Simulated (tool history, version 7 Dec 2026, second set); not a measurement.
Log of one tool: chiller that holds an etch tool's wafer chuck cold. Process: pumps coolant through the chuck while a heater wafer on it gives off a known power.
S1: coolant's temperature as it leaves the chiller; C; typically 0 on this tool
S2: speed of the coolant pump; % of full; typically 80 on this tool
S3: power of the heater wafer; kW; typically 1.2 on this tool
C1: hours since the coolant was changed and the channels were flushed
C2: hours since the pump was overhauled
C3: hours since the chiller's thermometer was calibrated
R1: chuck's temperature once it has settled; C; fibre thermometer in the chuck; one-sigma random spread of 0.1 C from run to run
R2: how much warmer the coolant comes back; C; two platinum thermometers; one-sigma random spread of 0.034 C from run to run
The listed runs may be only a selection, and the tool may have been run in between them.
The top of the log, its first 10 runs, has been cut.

{"run": 11, "hour": 282.9, "S1": 0, "S2": 80, "S3": 0.609, "C1": 668, "C2": 1462, "C3": 2088, "R1": 5.3, "R2": 2.87}
{"run": 12, "hour": 315.9, "S1": 0, "S2": 80, "S3": 0.609, "C1": 701, "C2": 1495, "C3": 2122, "R1": 5.3, "R2": 2.87}
{"run": 13, "hour": 342.8, "S1": 0, "S2": 80, "S3": 1.712, "C1": 728, "C2": 1522, "C3": 2148, "R1": 15.1, "R2": 8.06}
{"run": 14, "hour": 373.2, "S1": 0, "S2": 80, "S3": 1.712, "C1": 758, "C2": 1553, "C3": 2179, "R1": 15.2, "R2": 8.07}
{"hour": 380.8, "done": "coolant pump overhauled"}
{"run": 15, "hour": 400.9, "S1": 0, "S2": 80, "S3": 1.712, "C1": 781, "C2": 20, "C3": 2202, "R1": 15.2, "R2": 8.1}
{"run": 16, "hour": 420.2, "S1": 0, "S2": 66, "S3": 1.2, "C1": 800, "C2": 39, "C3": 2221, "R1": 12.4, "R2": 6.82}
{"run": 17, "hour": 458.6, "S1": 1, "S2": 80, "S3": 1.094, "C1": 839, "C2": 78, "C3": 2259, "R1": 10.9, "R2": 5.15}
{"hour": 481.6, "done": "coolant pump overhauled, once more"}
{"run": 18, "hour": 481.6, "S1": 1, "S2": 91, "S3": 1.094, "C1": 857, "C2": 0, "C3": 2277, "R1": 9.5, "R2": 4.41}
{"run": 19, "hour": 505.3, "S1": -1, "S2": 79, "S3": 1.2, "C1": 880, "C2": 24, "C3": 2301, "R1": 9.4, "R2": 5.53}
{"run": 20, "hour": 524.2, "S1": -7, "S2": 78, "S3": 0.893, "C1": 899, "C2": 43, "C3": 2320, "R1": 0.7, "R2": 4.15}
{"run": 21, "hour": 564.0, "S1": -7, "S2": 78, "S3": 0.893, "C1": 939, "C2": 82, "C3": 2360, "R1": 0.6, "R2": 4.19}
{"run": 22, "hour": 591.5, "S1": -7, "S2": 78, "S3": 0.893, "C1": 966, "C2": 110, "C3": 2387, "R1": 0.8, "R2": 4.18}
{"run": 23, "hour": 629.8, "S1": -10, "S2": 61, "S3": 0.67, "C1": 1005, "C2": 148, "C3": 2425, "R1": -3.1, "R2": 3.95}
{"run": 24, "hour": 667.8, "S1": -2, "S2": 61, "S3": 0.76, "C1": 1043, "C2": 186, "C3": 2463, "R1": 6.1, "R2": 4.58}
{"run": 25, "hour": 689.9, "S1": -2, "S2": 61, "S3": 0.76, "C1": 1065, "C2": 208, "C3": 2485, "R1": 6.2, "R2": 4.53}
{"run": 26, "hour": 731.5, "S1": -2, "S2": 61, "S3": 0.76, "C1": 1106, "C2": 250, "C3": 2527, "R1": 6.1, "R2": 4.56}
{"run": 27, "hour": 759.7, "S1": 2, "S2": 66, "S3": 0.784, "C1": 1135, "C2": 278, "C3": 2555, "R1": 9.7, "R2": 4.31}
{"run": 28, "hour": 787.9, "S1": 3, "S2": 83, "S3": 1.564, "C1": 1163, "C2": 306, "C3": 2584, "R1": 16.2, "R2": 6.94}
{"run": 29, "hour": 824.4, "S1": 0, "S2": 80, "S3": 1.451, "C1": 1199, "C2": 343, "C3": 2620, "R1": 12.5, "R2": 6.58}
{"run": 30, "hour": 863.8, "S1": 0, "S2": 80, "S3": 1.451, "C1": 1239, "C2": 382, "C3": 2659, "R1": 12.7, "R2": 6.66}
{"run": 31, "hour": 897.3, "S1": 8, "S2": 80, "S3": 1.037, "C1": 1272, "C2": 416, "C3": 2693, "R1": 16.9, "R2": 4.84}

Here are 3 independent what-if runs from the current tool condition. What would each one return?
{"run": "A", "hour": 937.8, "S1": 5, "S2": 80, "S3": 1.2, "C1": 1313, "C2": 456, "C3": 2733, "R1": "?", "R2": "?"}
{"run": "B", "hour": 937.8, "S1": -6, "S2": 71, "S3": 1.559, "C1": 1313, "C2": 456, "C3": 2733, "R1": "?", "R2": "?"}
{"run": "C", "hour": 937.8, "S1": -4, "S2": 99, "S3": 0.626, "C1": 1313, "C2": 456, "C3": 2733, "R1": "?", "R2": "?"}

run=A R1=15.4 R2=5.52
run=B R1=8.8 R2=8.1
run=C R1=0.5 R2=2.28
Without the tool's unlogged condition, the same runs would have read:
run=A R1=15.2 R2=5.5
run=B R1=8.4 R2=8.07
run=C R1=0.5 R2=2.27
